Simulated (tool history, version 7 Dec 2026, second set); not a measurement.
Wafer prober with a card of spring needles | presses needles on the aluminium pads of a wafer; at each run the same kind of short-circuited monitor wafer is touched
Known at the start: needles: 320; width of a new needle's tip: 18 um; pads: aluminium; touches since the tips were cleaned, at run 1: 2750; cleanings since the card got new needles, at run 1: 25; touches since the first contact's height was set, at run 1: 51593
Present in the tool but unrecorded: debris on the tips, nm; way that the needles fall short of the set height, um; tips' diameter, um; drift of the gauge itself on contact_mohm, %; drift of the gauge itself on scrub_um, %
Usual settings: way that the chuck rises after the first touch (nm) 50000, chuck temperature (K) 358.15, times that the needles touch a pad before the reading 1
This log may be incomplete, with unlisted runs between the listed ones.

run   hour  way that the chuck rises after the first touch (nm)  chuck temperature (K)  times that the needles touch a pad before the reading  touches since the tips were cleaned  cleanings since the card got new needles  touches since the first contact's height was set  resistance of one needle with its contact and lead (mohm)  way that a needle slides on the pad (nm)
  1    0.0                                                50000                 358.15                                                      1                                 2750                                        25                                             51593                                                        137                                     13200
      10.3  -- tips cleaned on abrasive film
  2   10.9                                                63000                 358.15                                                      1                                  265                                        26                                             56713                                                        133                                     16620
  3   21.6                                                50000                 358.15                                                      1                                 5353                                        26                                             61801                                                        137                                     13230
      26.6  -- tips cleaned on abrasive film
  4   28.9                                                50000                 308.15                                                      1                                 1115                                        27                                             65216                                                        129                                     13220
  5   36.8                                                50000                 327.15                                                      1                                 4853                                        27                                             68954                                                        131                                     13240
      42.6  -- tips cleaned on abrasive film
  6   45.5                                                50000                 327.15                                                      1                                 1379                                        28                                             73061                                                        134                                     13260
  7   54.7                                                50000                 358.15                                                      1                                 5734                                        28                                             77416                                                        137                                     13240
      58.8  -- tips cleaned on abrasive film
  8   62.6                                                50000                 358.15                                                      1                                 1800                                        29                                             81122                                                        137                                     13260
      67.3  -- height of the first contact set anew
  9   69.9                                                50000                 358.15                                                      1                                 5117                                        29                                              1246                                                        140                                     13280
      75.5  -- tips cleaned on abrasive film
 10   80.6                                                50000                 358.15                                                      1                                 2407                                        30                                              6239                                                        138                                     13270
 11   89.2                                                31000                 358.15                                                      1                                 6531                                        30                                             10363                                                        146                                      8240
      92.1  -- tips cleaned on abrasive film
 12   97.5                                                52000                 358.15                                                      1                                 2531                                        31                                             14210                                                        136                                     13870
     108.4  -- tips cleaned on abrasive film
 13  109.9                                                52000                 358.15                                                      1                                  734                                        32                                             20086                                                        138                                     13860
 14  118.5                                                50000                 299.15                                                      1                                 4775                                        32                                             24127                                                        128                                     13340
     124.8  -- tips cleaned on abrasive film
 15  124.8                                                50000                 299.15                                                      1                                    0                                        33                                             27094                                                        129                                     13340
 16  134.7                                                50000                 358.15                                                      2                                 4712                                        33                                             31806                                                        138                                     13340
 17  140.6                                                50000                 358.15                                                      2                                 7487                                        33                                             34581                                                        141                                     13320
     141.7  -- tips cleaned on abrasive film
 18  151.6                                                50000                 358.15                                                      2                                 4713                                        34                                             39778                                                        138                                     13370
     152.5  -- gauge calibrated
     158.3  -- tips cleaned on abrasive film
 19  162.5                                                31000                 361.15                                                      1                                 2021                                        35                                             44891                                                        148                                      8210
 20  173.5                                                31000                 355.15                                                      3                                 7208                                        35                                             50078                                                        146                                      8200
     174.6  -- tips cleaned on abrasive film
 21  181.8                                                31000                 355.15                                                      3                                 3412                                        36                                             53975                                                        145                                      8180
     190.6  -- tips cleaned on abrasive film
 22  192.0                                                50000                 358.15                                                      1                                  632                                        37                                             58768                                                        137                                     13270
 23  197.6                                                53000                 358.15                                                      1                                 3289                                        37                                             61425                                                        139                                     14050
 24  206.4                                                42000                 341.15                                                      2                                 7478                                        37                                             65614                                                        135                                     11140
     207.3  -- tips cleaned on abrasive film
 25  214.8                                                39000                 301.15                                                      2                                 3542                                        38                                             69552                                                        133                                     10350
 26  220.0                                                51000                 325.15                                                      2                                 5994                                        38                                             72004                                                        131                                     13520
     224.3  -- tips cleaned on abrasive film
 27  232.1                                                51000                 325.15                                                      2                                 3731                                        39                                             77733                                                        132                                     13530
     240.3  -- tips cleaned on abrasive film
 28  242.0                                                51000                 325.15                                                      2                                  780                                        40                                             82354                                                        134                                     13570
     244.3  -- height of the first contact set anew
 29  253.5                                                51000                 325.15                                                      2                                 6078                                        40                                              4341                                                        135                                     13570
     257.0  -- tips cleaned on abrasive film
 30  263.8                                                50000                 358.15                                                      2                                 3218                                        41                                              9193                                                        139                                     13310
     271.6  -- gauge calibrated
 31  272.2                                                45000                 358.15                                                      1                                 7205                                        41                                             13180                                                        140                                     11880
     273.9  -- tips cleaned on abrasive film
 32  282.6                                                40000                 358.15                                                      1                                 4111                                        42                                             18075                                                        141                                     10520
 33  288.9                                                39000                 324.15                                                      1                                 7085                                        42                                             21049                                                        137                                     10350

Hidden state at the last listed run before each entry between runs and at the first one after, where it differs:
After run 1, before run 2: tips cleaned on abrasive film (hour 10.3)
  debris on the tips, nm: 1.1 -> 0.3; drift of the gauge itself on scrub_um, %: 0 -> 0.09
  measured value less the no-hidden-state value, way that a needle slides on the pad (nm): +0 -> +10
After run 3, before run 4: tips cleaned on abrasive film (hour 26.6)
  debris on the tips, nm: 1.2 -> 0.7; drift of the gauge itself on scrub_um, %: 0.17 -> 0.23
  measured value less the no-hidden-state value, way that a needle slides on the pad (nm): +20 -> +30
After run 5, before run 6: tips cleaned on abrasive film (hour 42.6)
  debris on the tips, nm: 1.2 -> 0.7; drift of the gauge itself on scrub_um, %: 0.29 -> 0.36
  measured value less the no-hidden-state value, way that a needle slides on the pad (nm): +40 -> +50
After run 7, before run 8: tips cleaned on abrasive film (hour 58.8)
  debris on the tips, nm: 1.2 -> 0.8; drift of the gauge itself on scrub_um, %: 0.43 -> 0.5
  measured value less the no-hidden-state value, way that a needle slides on the pad (nm): +50 -> +70
After run 8, before run 9: height of the first contact set anew (hour 67.3)
  debris on the tips, nm: 0.8 -> 1.2; drift of the gauge itself on scrub_um, %: 0.5 -> 0.55
  measured value less the no-hidden-state value, way that a needle slides on the pad (nm): +70 -> +70
After run 9, before run 10: tips cleaned on abrasive film (hour 75.5)
  debris on the tips, nm: 1.2 -> 1; drift of the gauge itself on scrub_um, %: 0.55 -> 0.64
  measured value less the no-hidden-state value, way that a needle slides on the pad (nm): +70 -> +90
After run 11, before run 12: tips cleaned on abrasive film (hour 92.1)
  debris on the tips, nm: 1.2 -> 1; tips' diameter, um: 18 -> 18.01; drift of the gauge itself on scrub_um, %: 0.71 -> 0.77
  measured value less the no-hidden-state value, way that a needle slides on the pad (nm): +60 -> +110
After run 12, before run 13: tips cleaned on abrasive film (hour 108.4)
  debris on the tips, nm: 1 -> 0.5; drift of the gauge itself on scrub_um, %: 0.77 -> 0.87
  measured value less the no-hidden-state value, way that a needle slides on the pad (nm): +110 -> +110
After run 14, before run 15: tips cleaned on abrasive film (hour 124.8)
  debris on the tips, nm: 1.2 -> 0.1; drift of the gauge itself on scrub_um, %: 0.94 -> 0.99
  measured value less the no-hidden-state value, way that a needle slides on the pad (nm): +120 -> +130
After run 17, before run 18: tips cleaned on abrasive film (hour 141.7)
  drift of the gauge itself on scrub_um, %: 1.11 -> 1.2
  measured value less the no-hidden-state value, way that a needle slides on the pad (nm): +140 -> +160
After run 18, before run 19: gauge calibrated (hour 152.5); tips cleaned on abrasive film (hour 158.3)
  debris on the tips, nm: 1.2 -> 0.9; drift of the gauge itself on scrub_um, %: 1.2 -> 0.08
  measured value less the no-hidden-state value, way that a needle slides on the pad (nm): +160 -> +0
After run 20, before run 21: tips cleaned on abrasive film (hour 174.6)
  debris on the tips, nm: 1.2 -> 1.1; drift of the gauge itself on scrub_um, %: 0.17 -> 0.23
  measured value less the no-hidden-state value, way that a needle slides on the pad (nm): +10 -> +20
After run 21, before run 22: tips cleaned on abrasive film (hour 190.6)
  debris on the tips, nm: 1.1 -> 0.5; drift of the gauge itself on scrub_um, %: 0.23 -> 0.31
  measured value less the no-hidden-state value, way that a needle slides on the pad (nm): +20 -> +40
After run 24, before run 25: tips cleaned on abrasive film (hour 207.3)
  debris on the tips, nm: 1.2 -> 1.1; drift of the gauge itself on scrub_um, %: 0.43 -> 0.49
  measured value less the no-hidden-state value, way that a needle slides on the pad (nm): +50 -> +50
After run 26, before run 27: tips cleaned on abrasive film (hour 224.3)
  debris on the tips, nm: 1.2 -> 1.1; drift of the gauge itself on scrub_um, %: 0.54 -> 0.63
  measured value less the no-hidden-state value, way that a needle slides on the pad (nm): +70 -> +80
After run 27, before run 28: tips cleaned on abrasive film (hour 240.3)
  debris on the tips, nm: 1.1 -> 0.5; way that the needles fall short of the set height, um: 0 -> 0.01; drift of the gauge itself on scrub_um, %: 0.63 -> 0.71
  measured value less the no-hidden-state value, way that a needle slides on the pad (nm): +80 -> +90
After run 28, before run 29: height of the first contact set anew (hour 244.3)
  debris on the tips, nm: 0.5 -> 1.2; way that the needles fall short of the set height, um: 0.01 -> 0; drift of the gauge itself on scrub_um, %: 0.71 -> 0.8
  measured value less the no-hidden-state value, way that a needle slides on the pad (nm): +90 -> +110
After run 29, before run 30: tips cleaned on abrasive film (hour 257.0)
  debris on the tips, nm: 1.2 -> 1.1; drift of the gauge itself on scrub_um, %: 0.8 -> 0.88
  measured value less the no-hidden-state value, way that a needle slides on the pad (nm): +110 -> +120
After run 30, before run 31: gauge calibrated (hour 271.6)
  debris on the tips, nm: 1.1 -> 1.2; drift of the gauge itself on scrub_um, %: 0.88 -> 0
  measured value less the no-hidden-state value, way that a needle slides on the pad (nm): +120 -> +10
After run 31, before run 32: tips cleaned on abrasive film (hour 273.9)
  debris on the tips, nm: 1.2 -> 1.1; drift of the gauge itself on scrub_um, %: 0 -> 0.09
  measured value less the no-hidden-state value, way that a needle slides on the pad (nm): +10 -> +10
